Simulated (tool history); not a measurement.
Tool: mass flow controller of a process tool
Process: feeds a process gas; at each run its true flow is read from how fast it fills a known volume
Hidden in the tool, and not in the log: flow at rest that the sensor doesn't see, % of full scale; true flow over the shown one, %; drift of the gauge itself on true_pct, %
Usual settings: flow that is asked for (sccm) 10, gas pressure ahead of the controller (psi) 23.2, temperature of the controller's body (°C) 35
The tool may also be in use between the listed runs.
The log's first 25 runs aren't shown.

run	day	flow that is asked for (sccm)	gas pressure ahead of the controller (psi)	temperature of the controller's body (°C)	hours of work since the controller was set to zero	hours of work since the controller was changed	true flow (%)
26	68.258	4	32.8	31	2878	2878	98.88
27	70.821	4	32.8	31	2926	2926	98.93
28	74.542	2	23.2	34	2996	2996	98.64
29	76.425	3	24.5	25	3031	3031	98.09
30	79.488	10	23.2	35	3088	3088	99.64
31	82.504	10	23.2	35	3145	3145	99.74
32	86.225	10	23.2	35	3214	3214	99.72
33	88.317	10	23.2	35	3253	3253	99.7
34	90.458	10	35.1	40	3293	3293	100.53
35	92.896	2	23.2	34	3339	3339	98.8
36	96.621	5	38.6	37	3408	3408	99.82
37	99.554	5	38.6	37	3463	3463	99.74

5 ways to go on from here, each from the tool as it stands after run 37. What would each give?
A	102.329	9	23.2	35	3515	3515	?
B	102.329	10	26.3	35	3515	3515	?
C	102.329	5	25.4	29	3515	3515	?
D	102.329	8	30.7	23	3515	3515	?
E	102.329	12	30.7	34	3515	3515	?

run	true flow (%)
A	99.7
B	99.76
C	98.59
D	98.54
E	99.98
Without the tool's hidden state the same runs would have given:
run	true flow (%)
A	99.7
B	99.76
C	98.6
D	98.54
E	99.98
